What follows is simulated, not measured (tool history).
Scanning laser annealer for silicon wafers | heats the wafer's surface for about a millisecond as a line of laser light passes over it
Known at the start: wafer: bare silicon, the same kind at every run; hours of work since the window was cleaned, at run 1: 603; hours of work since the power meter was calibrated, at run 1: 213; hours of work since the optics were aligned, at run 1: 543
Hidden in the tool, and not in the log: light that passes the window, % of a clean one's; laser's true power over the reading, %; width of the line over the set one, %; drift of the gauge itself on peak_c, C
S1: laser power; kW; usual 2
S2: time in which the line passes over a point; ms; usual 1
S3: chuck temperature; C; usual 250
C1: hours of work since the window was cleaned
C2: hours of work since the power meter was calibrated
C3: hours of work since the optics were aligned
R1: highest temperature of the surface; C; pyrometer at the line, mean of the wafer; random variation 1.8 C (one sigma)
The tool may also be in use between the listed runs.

{"run": 1, "day": 0.0, "S1": 2, "S2": 1, "S3": 250, "C1": 603, "C2": 213, "C3": 543, "R1": 980}
{"run": 2, "day": 0.508, "S1": 2, "S2": 1, "S3": 250, "C1": 609, "C2": 219, "C3": 549, "R1": 979}
{"run": 3, "day": 0.817, "S1": 2, "S2": 1, "S3": 250, "C1": 612, "C2": 222, "C3": 553, "R1": 981}
{"run": 4, "day": 1.442, "S1": 2, "S2": 1, "S3": 228, "C1": 619, "C2": 230, "C3": 560, "R1": 959}
{"run": 5, "day": 1.729, "S1": 2, "S2": 0.99, "S3": 250, "C1": 623, "C2": 233, "C3": 563, "R1": 976}
{"run": 6, "day": 2.158, "S1": 2, "S2": 0.89, "S3": 250, "C1": 628, "C2": 238, "C3": 568, "R1": 941}
{"run": 7, "day": 2.454, "S1": 2, "S2": 1.23, "S3": 250, "C1": 631, "C2": 242, "C3": 572, "R1": 1048}
{"run": 8, "day": 2.783, "S1": 2, "S2": 1, "S3": 250, "C1": 635, "C2": 245, "C3": 576, "R1": 980}
{"run": 9, "day": 3.179, "S1": 2, "S2": 1, "S3": 250, "C1": 640, "C2": 250, "C3": 580, "R1": 979}
{"run": 10, "day": 3.638, "S1": 2, "S2": 1, "S3": 250, "C1": 645, "C2": 255, "C3": 586, "R1": 977}
{"run": 11, "day": 3.917, "S1": 1.887, "S2": 1, "S3": 250, "C1": 648, "C2": 259, "C3": 589, "R1": 927}
{"run": 12, "day": 4.279, "S1": 1.887, "S2": 1, "S3": 250, "C1": 653, "C2": 263, "C3": 593, "R1": 929}
{"run": 13, "day": 4.788, "S1": 2, "S2": 1, "S3": 250, "C1": 659, "C2": 269, "C3": 599, "R1": 979}
{"run": 14, "day": 5.275, "S1": 2, "S2": 1, "S3": 250, "C1": 664, "C2": 274, "C3": 605, "R1": 979}
{"run": 15, "day": 5.642, "S1": 1.754, "S2": 1, "S3": 250, "C1": 669, "C2": 279, "C3": 609, "R1": 869}
{"run": 16, "day": 6.129, "S1": 1.754, "S2": 1, "S3": 250, "C1": 674, "C2": 284, "C3": 615, "R1": 869}
{"run": 17, "day": 6.646, "S1": 1.754, "S2": 1, "S3": 250, "C1": 680, "C2": 290, "C3": 621, "R1": 868}
{"run": 18, "day": 6.896, "S1": 2, "S2": 1.18, "S3": 250, "C1": 683, "C2": 293, "C3": 624, "R1": 1030}
{"run": 19, "day": 7.45, "S1": 2, "S2": 1.18, "S3": 250, "C1": 690, "C2": 300, "C3": 630, "R1": 1028}
{"run": 20, "day": 7.754, "S1": 2, "S2": 1.18, "S3": 250, "C1": 693, "C2": 303, "C3": 634, "R1": 1028}
{"run": 21, "day": 8.292, "S1": 2, "S2": 1.18, "S3": 250, "C1": 699, "C2": 310, "C3": 640, "R1": 1031}
{"run": 22, "day": 8.758, "S1": 2.118, "S2": 0.84, "S3": 270, "C1": 705, "C2": 315, "C3": 645, "R1": 989}
{"run": 23, "day": 9.112, "S1": 2, "S2": 0.97, "S3": 267, "C1": 709, "C2": 319, "C3": 649, "R1": 981}
{"run": 24, "day": 9.529, "S1": 2, "S2": 0.97, "S3": 267, "C1": 714, "C2": 324, "C3": 654, "R1": 978}
{"run": 25, "day": 9.975, "S1": 2, "S2": 0.97, "S3": 267, "C1": 719, "C2": 329, "C3": 660, "R1": 979}
{"run": 26, "day": 10.288, "S1": 2, "S2": 0.97, "S3": 267, "C1": 723, "C2": 333, "C3": 663, "R1": 978}
{"run": 27, "day": 10.562, "S1": 1.716, "S2": 0.89, "S3": 271, "C1": 726, "C2": 336, "C3": 666, "R1": 844}
{"run": 28, "day": 11.071, "S1": 1.763, "S2": 0.81, "S3": 271, "C1": 732, "C2": 342, "C3": 672, "R1": 835}
{"run": 29, "day": 11.379, "S1": 2.167, "S2": 0.76, "S3": 243, "C1": 736, "C2": 346, "C3": 676, "R1": 949}
{"run": 30, "day": 11.708, "S1": 2.167, "S2": 0.76, "S3": 243, "C1": 739, "C2": 350, "C3": 680, "R1": 949}
{"run": 31, "day": 12.038, "S1": 1.956, "S2": 1.1, "S3": 234, "C1": 743, "C2": 353, "C3": 684, "R1": 963}
{"run": 32, "day": 12.396, "S1": 1.956, "S2": 1.1, "S3": 234, "C1": 747, "C2": 358, "C3": 688, "R1": 965}
{"run": 33, "day": 12.858, "S1": 2.197, "S2": 0.82, "S3": 267, "C1": 753, "C2": 363, "C3": 693, "R1": 1008}
{"run": 34, "day": 13.442, "S1": 2.197, "S2": 0.82, "S3": 267, "C1": 760, "C2": 370, "C3": 700, "R1": 1006}
{"run": 35, "day": 13.817, "S1": 1.992, "S2": 0.74, "S3": 267, "C1": 764, "C2": 374, "C3": 704, "R1": 896}
{"run": 36, "day": 14.308, "S1": 1.992, "S2": 0.74, "S3": 246, "C1": 770, "C2": 380, "C3": 710, "R1": 875}
{"run": 37, "day": 14.908, "S1": 1.943, "S2": 0.82, "S3": 236, "C1": 777, "C2": 387, "C3": 717, "R1": 872}
{"run": 38, "day": 15.45, "S1": 1.815, "S2": 0.82, "S3": 274, "C1": 783, "C2": 393, "C3": 723, "R1": 861}
{"run": 39, "day": 15.962, "S1": 1.738, "S2": 0.82, "S3": 283, "C1": 789, "C2": 399, "C3": 729, "R1": 841}
{"run": 40, "day": 16.579, "S1": 1.738, "S2": 0.82, "S3": 283, "C1": 796, "C2": 406, "C3": 737, "R1": 838}

Measured less the same run without the tool's hidden state. The same run-to-run variation is in both; the gauge's scatter may not be:
run=1 R1=-48
run=2 R1=-49
run=3 R1=-49
run=4 R1=-50
run=5 R1=-49
run=6 R1=-48
run=7 R1=-55
run=8 R1=-51
run=9 R1=-52
run=10 R1=-52
run=11 R1=-48
run=12 R1=-49
run=13 R1=-53
run=14 R1=-53
run=15 R1=-45
run=16 R1=-46
run=17 R1=-46
run=18 R1=-59
run=19 R1=-59
run=20 R1=-60
run=21 R1=-60
run=22 R1=-56
run=23 R1=-56
run=24 R1=-57
run=25 R1=-56
run=26 R1=-56
run=27 R1=-46
run=28 R1=-46
run=29 R1=-57
run=30 R1=-57
run=31 R1=-60
run=32 R1=-60
run=33 R1=-62
run=34 R1=-62
run=35 R1=-53
run=36 R1=-53
run=37 R1=-54
run=38 R1=-51
run=39 R1=-49
run=40 R1=-49

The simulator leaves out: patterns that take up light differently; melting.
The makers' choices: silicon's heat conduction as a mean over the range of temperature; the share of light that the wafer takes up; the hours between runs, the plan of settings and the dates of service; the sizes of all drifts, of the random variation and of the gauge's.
